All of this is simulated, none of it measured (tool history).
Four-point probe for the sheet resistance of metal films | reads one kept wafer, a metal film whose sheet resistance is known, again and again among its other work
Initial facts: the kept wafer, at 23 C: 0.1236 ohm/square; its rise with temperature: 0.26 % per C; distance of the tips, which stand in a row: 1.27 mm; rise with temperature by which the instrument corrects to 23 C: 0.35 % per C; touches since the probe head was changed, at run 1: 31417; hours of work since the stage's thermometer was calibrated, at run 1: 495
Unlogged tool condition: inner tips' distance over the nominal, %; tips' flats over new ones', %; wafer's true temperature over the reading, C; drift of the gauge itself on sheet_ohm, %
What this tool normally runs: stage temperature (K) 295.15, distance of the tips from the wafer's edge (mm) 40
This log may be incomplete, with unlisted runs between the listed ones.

run   hour  stage temperature (K)  distance of the tips from the wafer's edge (mm)  touches since the probe head was changed  hours of work since the stage's thermometer was calibrated  sheet resistance as the instrument gives it (ohm/square)
  1      0                 295.15                                               40                                     31417                                                         495                                                  0.122712
  2   33.5                 294.15                                               40                                     32760                                                         517                                                  0.122821
  3   78.8                 294.15                                               40                                     34575                                                         546                                                  0.122773
  4  100.5                 294.15                                               40                                     35444                                                         560                                                  0.122728
  5  129.9                 294.15                                               40                                     36622                                                         580                                                  0.122745
  6  171.9                 294.15                                               40                                     38304                                                         607                                                  0.122739
  7  212.5                 295.15                                               40                                     39929                                                         633                                                  0.122549
  8    235                 295.15                                               40                                     40833                                                         648                                                  0.122524
  9  264.3                 295.15                                               40                                     42007                                                         667                                                   0.12251
 10  291.8                 295.15                                               17                                     43105                                                         685                                                   0.12279
 11  317.1                 298.15                                               10                                     44119                                                         702                                                  0.123166
 12  341.4                 306.15                                                6                                     45095                                                         717                                                  0.124125
 13  374.6                 307.15                                               21                                     46423                                                         739                                                  0.121365
 14  425.1                 299.15                                               40                                     48445                                                         772                                                   0.12201
 15  462.8                 299.15                                               40                                     49958                                                         797                                                  0.121948

Difference, measured minus no-hidden-state, one row per run. Run-to-run variation is common to both terms; the gauge's own scatter need not be:
run  sheet resistance as the instrument gives it (ohm/square)
  1                                                 -0.001074
  2                                                 -0.001098
  3                                                 -0.001129
  4                                                 -0.001147
  5                                                 -0.001168
  6                                                   -0.0012
  7                                                  -0.00123
  8                                                 -0.001246
  9                                                 -0.001268
 10                                                 -0.001292
 11                                                 -0.001312
 12                                                 -0.001338
 13                                                 -0.001338
 14                                                 -0.001384
 15                                                 -0.001411
